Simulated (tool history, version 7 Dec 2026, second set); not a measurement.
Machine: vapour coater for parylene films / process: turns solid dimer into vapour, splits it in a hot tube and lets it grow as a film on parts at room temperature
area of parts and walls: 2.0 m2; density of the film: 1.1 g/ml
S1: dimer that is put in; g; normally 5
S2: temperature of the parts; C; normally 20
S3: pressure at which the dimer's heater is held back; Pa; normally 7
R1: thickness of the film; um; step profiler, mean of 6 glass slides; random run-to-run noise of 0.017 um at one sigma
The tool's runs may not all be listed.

Run 1, hour 0: usual settings. Result: R1 1.4 um.
Run 2, hour 38: usual settings. Result: R1 1.41 um.
Run 3, hour 83.3: usual settings. Result: R1 1.4 um.
Run 4, hour 127.4: usual settings. Result: R1 1.39 um.
Run 5, hour 181.2: usual settings but S2 29 C. Result: R1 1.26 um.
Run 6, hour 242.9: usual settings but S3 9.25 Pa. Result: R1 1.47 um.
Run 7, hour 280.5: usual settings but S3 9.25 Pa. Result: R1 1.48 um.
Run 8, hour 336.9: usual settings. Result: R1 1.46 um.
Run 9, hour 362: usual settings. Result: R1 1.48 um.
Run 10, hour 401.8: usual settings. Result: R1 1.47 um.
Run 11, hour 462.4: usual settings but S1 4 g. Result: R1 1.17 um.
Run 12, hour 488.6: usual settings but S1 4 g. Result: R1 1.19 um.
Run 13, hour 537: usual settings but S1 4 g. Result: R1 1.16 um.
Run 14, hour 567.8: usual settings. Result: R1 1.46 um.
Run 15, hour 615: usual settings but S1 4 g. Result: R1 1.16 um.
Run 16, hour 669.9: usual settings but S1 4 g, S2 14 C. Result: R1 1.3 um.
Run 17, hour 697.8: usual settings but S1 8 g. Result: R1 2.29 um.
Run 18, hour 744.3: usual settings but S1 7 g. Result: R1 2 um.
Run 19, hour 791.5: usual settings but S1 7 g. Result: R1 1.99 um.
Run 20, hour 849: usual settings but S1 7 g. Result: R1 1.98 um.
Run 21, hour 876.3: usual settings but S1 7 g, S2 28 C. Result: R1 1.67 um.
Run 22, hour 936.3: usual settings but S3 2.83 Pa. Result: R1 1.5 um.
Run 23, hour 989: usual settings but S2 26 C. Result: R1 1.28 um.
Run 24, hour 1032: usual settings but S1 7 g, S2 31 C, S3 9.85 Pa. Result: R1 1.55 um.
Run 25, hour 1087.7: usual settings but S1 4 g, S3 2.31 Pa. Result: R1 1.2 um.
Run 26, hour 1130.6: usual settings but S1 7 g, S3 4.03 Pa. Result: R1 2.02 um.
Run 27, hour 1159.1: usual settings but S1 3 g, S2 12 C, S3 4.03 Pa. Result: R1 1 um.
Run 28, hour 1219.1: usual settings but S1 6 g, S2 12 C, S3 7.46 Pa. Result: R1 2.08 um.
Run 29, hour 1278.8: usual settings but S3 2.6 Pa. Result: R1 1.63 um.
Run 30, hour 1306.7: usual settings but S1 4 g. Result: R1 1.19 um.
Run 31, hour 1342.2: usual settings but S1 8 g, S2 18 C, S3 2.5 Pa. Result: R1 2.68 um.
Run 32, hour 1399.6: usual settings but S1 8 g, S2 14 C, S3 2.5 Pa. Result: R1 2.89 um.
Run 33, hour 1433: usual settings but S1 4 g, S2 29 C. Result: R1 0.99 um.
Run 34, hour 1463.4: usual settings. Result: R1 1.51 um.
Run 35, hour 1507.3: usual settings. Result: R1 1.49 um.
Run 36, hour 1538.2: usual settings but S2 30 C. Result: R1 1.23 um.
Run 37, hour 1579.3: usual settings but S1 2 g. Result: R1 0.59 um.
Run 38, hour 1615.3: usual settings but S1 3 g, S3 3.93 Pa. Result: R1 0.89 um.
Run 39, hour 1650.9: usual settings but S1 3 g, S3 3.93 Pa. Result: R1 0.89 um.
Run 40, hour 1695.9: usual settings but S1 3 g, S3 3.93 Pa. Result: R1 0.94 um.
Run 41, hour 1751.9: usual settings but S1 3 g, S3 3.93 Pa. Result: R1 0.92 um.
Run 42, hour 1787.8: usual settings but S1 6 g, S2 17 C, S3 4.68 Pa. Result: R1 1.9 um.
Run 43, hour 1819: usual settings but S1 6 g, S2 17 C, S3 4.68 Pa. Result: R1 1.93 um.
Run 44, hour 1873.8: usual settings but S2 29 C. Result: R1 1.23 um.
Run 45, hour 1902.8: usual settings but S1 3 g. Result: R1 0.86 um.

The log once held 3 entries between its listed runs, left out of this copy. Where does each go, and what is different about the tool's unlogged condition between the listed run before it and the listed run after it?
In the gap between runs 4 and 5: trap's valve overhauled (hour 146.3)
  vapour lost through the trap's worn valve, %: 8 -> 0.9; true temperature of the parts over the reading, C: 0.22 -> 0.23
  measured less the result without the state, R1: -0.12 -> -0.01 um
In the gap between runs 27 and 28: trap's valve overhauled (hour 1202.7)
  vapour lost through the trap's worn valve, %: 7.8 -> 0.3; true temperature of the parts over the reading, C: 0.44 -> 0.45
  measured less the result without the state, R1: -0.1 -> -0.03 um
In the gap between runs 41 and 42: table's thermometer calibrated (hour 1764.4)
  vapour lost through the trap's worn valve, %: 4 -> 4.3; true temperature of the parts over the reading, C: 0.56 -> 0
  measured less the result without the state, R1: -0.05 -> -0.08 um
